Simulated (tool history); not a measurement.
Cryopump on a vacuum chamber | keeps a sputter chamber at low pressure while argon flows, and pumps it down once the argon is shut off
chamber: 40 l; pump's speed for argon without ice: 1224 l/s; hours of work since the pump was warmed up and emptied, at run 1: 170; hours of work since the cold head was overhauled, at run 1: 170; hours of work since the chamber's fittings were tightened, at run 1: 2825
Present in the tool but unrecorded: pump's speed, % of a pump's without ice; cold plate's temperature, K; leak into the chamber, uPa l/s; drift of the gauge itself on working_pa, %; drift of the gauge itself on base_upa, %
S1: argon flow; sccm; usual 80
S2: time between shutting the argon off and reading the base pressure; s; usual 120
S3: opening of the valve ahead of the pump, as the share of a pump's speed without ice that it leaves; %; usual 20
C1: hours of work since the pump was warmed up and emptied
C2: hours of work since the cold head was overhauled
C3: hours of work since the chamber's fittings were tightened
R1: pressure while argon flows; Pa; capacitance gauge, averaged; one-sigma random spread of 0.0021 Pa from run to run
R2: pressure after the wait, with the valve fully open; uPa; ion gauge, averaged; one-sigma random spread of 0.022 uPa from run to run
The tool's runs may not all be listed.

{"run": 1, "hour": 0.0, "S1": 80, "S2": 120, "S3": 20, "C1": 170, "C2": 170, "C3": 2825, "R1": 0.557, "R2": 3.09}
{"hour": 11.9, "done": "leaking fittings of the chamber tightened, without venting"}
{"run": 2, "hour": 24.7, "S1": 80, "S2": 120, "S3": 20, "C1": 182, "C2": 182, "C3": 7, "R1": 0.5595, "R2": 0.7}
{"run": 3, "hour": 45.8, "S1": 80, "S2": 61, "S3": 20, "C1": 194, "C2": 194, "C3": 19, "R1": 0.5564, "R2": 1.03}
{"run": 4, "hour": 65.8, "S1": 80, "S2": 61, "S3": 20, "C1": 205, "C2": 205, "C3": 30, "R1": 0.5594, "R2": 1.02}
{"run": 5, "hour": 79.7, "S1": 80, "S2": 61, "S3": 20, "C1": 213, "C2": 213, "C3": 37, "R1": 0.5604, "R2": 0.99}
{"run": 6, "hour": 102.4, "S1": 80, "S2": 61, "S3": 20, "C1": 225, "C2": 225, "C3": 50, "R1": 0.5625, "R2": 1.04}
{"run": 7, "hour": 119.3, "S1": 80, "S2": 120, "S3": 20, "C1": 234, "C2": 234, "C3": 59, "R1": 0.564, "R2": 0.72}
{"run": 8, "hour": 137.4, "S1": 80, "S2": 120, "S3": 16, "C1": 244, "C2": 244, "C3": 69, "R1": 0.6933, "R2": 0.7}
{"run": 9, "hour": 151.5, "S1": 80, "S2": 120, "S3": 16, "C1": 252, "C2": 252, "C3": 77, "R1": 0.7023, "R2": 0.72}
{"run": 10, "hour": 167.1, "S1": 80, "S2": 120, "S3": 16, "C1": 261, "C2": 261, "C3": 85, "R1": 0.7006, "R2": 0.75}
{"run": 11, "hour": 191.4, "S1": 80, "S2": 120, "S3": 20, "C1": 274, "C2": 274, "C3": 98, "R1": 0.5608, "R2": 0.77}
{"run": 12, "hour": 203.7, "S1": 80, "S2": 120, "S3": 20, "C1": 281, "C2": 281, "C3": 105, "R1": 0.5673, "R2": 0.72}
{"run": 13, "hour": 218.8, "S1": 80, "S2": 120, "S3": 20, "C1": 289, "C2": 289, "C3": 113, "R1": 0.5652, "R2": 0.72}
{"run": 14, "hour": 241.0, "S1": 80, "S2": 120, "S3": 20, "C1": 301, "C2": 301, "C3": 126, "R1": 0.5652, "R2": 0.75}
{"run": 15, "hour": 254.8, "S1": 80, "S2": 120, "S3": 20, "C1": 309, "C2": 309, "C3": 133, "R1": 0.566, "R2": 0.8}
{"run": 16, "hour": 270.0, "S1": 80, "S2": 120, "S3": 20, "C1": 317, "C2": 317, "C3": 142, "R1": 0.5694, "R2": 0.76}
{"run": 17, "hour": 284.3, "S1": 80, "S2": 120, "S3": 20, "C1": 325, "C2": 325, "C3": 149, "R1": 0.5638, "R2": 0.8}
{"run": 18, "hour": 313.9, "S1": 80, "S2": 120, "S3": 20, "C1": 341, "C2": 341, "C3": 166, "R1": 0.5662, "R2": 0.82}
{"run": 19, "hour": 326.7, "S1": 80, "S2": 50, "S3": 34, "C1": 348, "C2": 348, "C3": 173, "R1": 0.3394, "R2": 1.36}
{"run": 20, "hour": 342.5, "S1": 86, "S2": 187, "S3": 16, "C1": 357, "C2": 357, "C3": 181, "R1": 0.7618, "R2": 0.73}
{"run": 21, "hour": 359.3, "S1": 80, "S2": 74, "S3": 20, "C1": 366, "C2": 366, "C3": 191, "R1": 0.5683, "R2": 1.06}

For run 22, what comes out?
{"run": 22, "hour": 374.6, "S1": 80, "S2": 74, "S3": 20, "C1": 374, "C2": 374, "C3": 199, "R1": "?", "R2": "?"}

{"run 22": {"R1": 0.5698, "R2": 1.07}}
Take away the tool's hidden state, keep the run-to-run variation as it was, and the same run would have given R1 0.5542 Pa, R2 0.81 uPa.

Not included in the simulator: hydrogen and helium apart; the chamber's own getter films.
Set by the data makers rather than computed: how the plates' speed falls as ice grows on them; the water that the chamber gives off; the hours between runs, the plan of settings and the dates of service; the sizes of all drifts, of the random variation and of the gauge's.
